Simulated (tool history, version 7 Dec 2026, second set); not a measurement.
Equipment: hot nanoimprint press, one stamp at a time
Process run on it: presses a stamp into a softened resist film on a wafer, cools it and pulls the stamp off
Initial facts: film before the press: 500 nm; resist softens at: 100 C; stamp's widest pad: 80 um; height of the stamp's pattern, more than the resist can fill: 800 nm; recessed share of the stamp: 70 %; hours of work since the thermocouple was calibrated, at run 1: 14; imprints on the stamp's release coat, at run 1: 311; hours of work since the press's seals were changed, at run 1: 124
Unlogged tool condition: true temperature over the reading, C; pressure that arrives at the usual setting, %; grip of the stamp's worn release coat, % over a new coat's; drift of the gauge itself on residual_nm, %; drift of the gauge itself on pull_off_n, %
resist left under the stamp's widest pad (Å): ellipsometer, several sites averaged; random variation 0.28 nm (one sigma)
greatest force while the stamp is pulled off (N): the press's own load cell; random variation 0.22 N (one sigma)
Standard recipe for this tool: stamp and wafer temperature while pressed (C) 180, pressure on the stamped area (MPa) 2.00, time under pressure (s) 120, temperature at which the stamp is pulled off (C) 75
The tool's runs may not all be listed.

run	hour	stamp and wafer temperature while pressed (C)	pressure on the stamped area (MPa)	time under pressure (s)	temperature at which the stamp is pulled off (C)	hours of work since the thermocouple was calibrated	imprints on the stamp's release coat	hours of work since the press's seals were changed	resist left under the stamp's widest pad (Å)	greatest force while the stamp is pulled off (N)
1	0.0	180	2.00	120	75	14	311	124	1845	135.3
2	4.2	180	2.00	120	75	15	317	126	1846	135.3
3	12.1	180	2.00	120	63	19	329	129	1846	174.0
4	20.3	180	2.00	120	63	22	341	133	1844	174.3
5	29.5	180	2.00	108	75	26	355	137	1920	135.3
6	38.8	180	2.00	108	75	30	369	141	1917	135.4
7	48.8	180	2.00	108	75	35	384	145	1913	136.0
8	53.3	180	1.51	163	75	37	391	147	1937	135.4
9	62.9	180	1.51	163	75	41	405	151	1932	135.4
10	70.4	187	2.00	120	83	44	417	154	1519	109.7
11	80.1	180	2.00	215	75	48	431	159	1492	135.9
12	85.0	180	2.00	120	65	50	438	161	1843	168.9
13	91.3	180	2.00	120	65	53	448	163	1852	168.0

Results per run with the tool's hidden condition removed, run-to-run variation unchanged:
run	resist left under the stamp's widest pad (Å)	greatest force while the stamp is pulled off (N)
1	1838	133.3
2	1839	133.3
3	1839	171.2
4	1838	171.4
5	1915	133.2
6	1912	133.2
7	1909	133.7
8	1938	133.1
9	1933	133.1
10	1516	108.0
11	1491	133.5
12	1842	165.6
13	1851	164.7

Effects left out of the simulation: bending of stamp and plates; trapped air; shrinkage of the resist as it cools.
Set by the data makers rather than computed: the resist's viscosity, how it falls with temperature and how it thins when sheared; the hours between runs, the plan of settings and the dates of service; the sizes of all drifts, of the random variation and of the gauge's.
